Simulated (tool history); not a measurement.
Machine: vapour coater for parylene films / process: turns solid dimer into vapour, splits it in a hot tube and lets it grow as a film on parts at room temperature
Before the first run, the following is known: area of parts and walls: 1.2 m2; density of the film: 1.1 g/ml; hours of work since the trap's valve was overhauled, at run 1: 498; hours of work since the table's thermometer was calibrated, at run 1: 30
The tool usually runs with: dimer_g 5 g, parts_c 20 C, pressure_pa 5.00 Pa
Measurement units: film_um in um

run	hour	dimer_g	parts_c	pressure_pa	hours of work since the trap's valve was overhauled	hours of work since the table's thermometer was calibrated	film_um
1	0.0	5	20	5.00	498	30	2.51
2	34.2	5	32	5.00	513	45	1.56
3	50.1	5	32	5.00	520	52	1.57
4	86.8	5	18	5.00	537	69	2.72
5	115.3	5	18	5.00	550	82	2.68
# hour 132.5: trap's valve overhauled
6	153.7	5	18	5.00	10	97	2.88
7	189.9	5	20	5.00	26	113	2.64
8	210.9	5	20	5.00	35	123	2.62
9	237.0	5	20	5.00	47	135	2.62
# hour 240.5: table's thermometer calibrated
10	275.0	4	31	7.43	64	16	1.31
11	297.8	4	31	7.43	74	26	1.30
12	317.9	5	20	4.30	83	35	2.70
13	354.2	5	20	4.30	99	51	2.65
14	376.6	5	20	7.23	109	61	2.44
15	410.5	5	25	11.04	125	76	1.90
16	426.6	6	18	6.07	132	84	3.26
# hour 432.0: table's thermometer calibrated, once more
17	446.1	2	16	6.07	140	6	1.21
18	480.4	3	20	8.10	156	22	1.46

Forecast each of these 5 alternatives for the next run:
A	512.4	8	20	5.00	170	36	?
B	512.4	3	12	5.00	170	36	?
C	512.4	5	20	5.13	170	36	?
D	512.4	3	20	8.10	170	36	?
E	512.4	3	16	8.10	170	36	?

run	film_um
A	4.18
B	2.14
C	2.61
D	1.45
E	1.69
The same runs, with their run-to-run variation unchanged, on a tool lacking any hidden condition would have given:
run	film_um
A	4.24
B	2.17
C	2.65
D	1.47
E	1.71
